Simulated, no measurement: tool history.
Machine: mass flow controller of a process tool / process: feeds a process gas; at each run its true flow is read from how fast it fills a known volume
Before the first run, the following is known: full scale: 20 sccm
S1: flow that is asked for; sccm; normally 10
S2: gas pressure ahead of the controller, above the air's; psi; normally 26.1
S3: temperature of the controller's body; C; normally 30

run 1 day=0.000 | S1=10 S2=26.1 S3=30 | true_flow_(%)=100.17
run 2 day=5.217 | S1=10 S2=30.7 S3=30 | true_flow_(%)=100.18
run 3 day=10.012 | S1=10 S2=26.1 S3=30 | true_flow_(%)=100.27
run 4 day=14.379 | S1=10 S2=26.1 S3=27 | true_flow_(%)=100.47
run 5 day=21.117 | S1=11 S2=26.1 S3=30 | true_flow_(%)=100.27
run 6 day=28.983 | S1=11 S2=26.1 S3=30 | true_flow_(%)=100.38
run 7 day=34.775 | S1=11 S2=26.1 S3=36 | true_flow_(%)=99.99
run 8 day=39.442 | S1=10 S2=20.3 S3=30 | true_flow_(%)=100.32
run 9 day=44.183 | S1=10 S2=37.4 S3=30 | true_flow_(%)=100.44
run 10 day=51.450 | S1=10 S2=37.4 S3=29 | true_flow_(%)=100.61
run 11 day=56.788 | S1=10 S2=37.4 S3=25 | true_flow_(%)=101.13
run 12 day=65.446 | S1=10 S2=37.4 S3=25 | true_flow_(%)=101.13
run 13 day=69.383 | S1=10 S2=23.5 S3=25 | true_flow_(%)=101.00
run 14 day=73.250 | S1=5 S2=33.5 S3=32 | true_flow_(%)=101.19
run 15 day=79.083 | S1=5 S2=33.5 S3=32 | true_flow_(%)=101.27
run 16 day=86.562 | S1=3 S2=39.6 S3=28 | true_flow_(%)=102.94
run 17 day=94.554 | S1=18 S2=20.9 S3=30 | true_flow_(%)=100.71
run 18 day=103.058 | S1=2 S2=36.8 S3=30 | true_flow_(%)=104.73
run 19 day=107.912 | S1=10 S2=32.1 S3=30 | true_flow_(%)=100.95
run 20 day=115.350 | S1=12 S2=20.9 S3=31 | true_flow_(%)=100.69
run 21 day=123.525 | S1=10 S2=26.1 S3=35 | true_flow_(%)=100.53
run 22 day=127.708 | S1=10 S2=22.3 S3=30 | true_flow_(%)=100.88
run 23 day=133.417 | S1=8 S2=25.7 S3=25 | true_flow_(%)=101.44
run 24 day=139.142 | S1=10 S2=26.1 S3=35 | true_flow_(%)=100.68

Here are 3 independent what-if runs from the current tool condition. What would each one return?
run A day=143.550 | S1=10 S2=39.9 S3=20 | true_flow_(%)=?
run B day=143.550 | S1=4 S2=34.8 S3=23 | true_flow_(%)=?
run C day=143.550 | S1=20 S2=26.1 S3=23 | true_flow_(%)=?

run=A true_flow_(%)=101.75
run=B true_flow_(%)=103.20
run=C true_flow_(%)=101.51
With the hidden condition removed and each run's random variation left untouched, the same runs would have given:
run=A true_flow_(%)=99.79
run=B true_flow_(%)=99.45
run=C true_flow_(%)=100.15
